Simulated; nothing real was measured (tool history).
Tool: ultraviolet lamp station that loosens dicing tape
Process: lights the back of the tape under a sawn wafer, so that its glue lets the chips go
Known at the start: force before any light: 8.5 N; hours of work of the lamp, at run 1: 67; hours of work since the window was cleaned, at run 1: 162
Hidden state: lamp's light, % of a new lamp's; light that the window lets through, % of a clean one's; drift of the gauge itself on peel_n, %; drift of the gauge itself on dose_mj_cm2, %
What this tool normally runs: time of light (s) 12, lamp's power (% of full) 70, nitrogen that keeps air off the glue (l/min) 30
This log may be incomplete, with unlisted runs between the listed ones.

run,day,time of light (s),lamp's power (% of full),nitrogen that keeps air off the glue (l/min),hours of work of the lamp,hours of work since the window was cleaned,force that peels the tape off (N),light that reached the tape (mJ/cm²)
1,0.000,12,70,30,67,162,0.681,325
2,0.612,14,70,30,74,169,0.476,380
3,0.992,12,70,30,79,173,0.701,325
4,1.404,12,70,30,84,178,0.711,322
5,1.688,12,70,31,87,182,0.668,321
6,2.021,12,70,31,91,186,0.672,322
7,2.533,12,87,30,97,192,0.400,400

Expected results for the next run?
8,2.904,10,92,13,102,196,?,?

{"run 8": {"force that peels the tape off (N)": 0.964, "light that reached the tape (mJ/cm²)": 356}}
With the hidden condition absent and the run-to-run variation left alone, this run would have shown force that peels the tape off (N) 0.963, light that reached the tape (mJ/cm²) 356.

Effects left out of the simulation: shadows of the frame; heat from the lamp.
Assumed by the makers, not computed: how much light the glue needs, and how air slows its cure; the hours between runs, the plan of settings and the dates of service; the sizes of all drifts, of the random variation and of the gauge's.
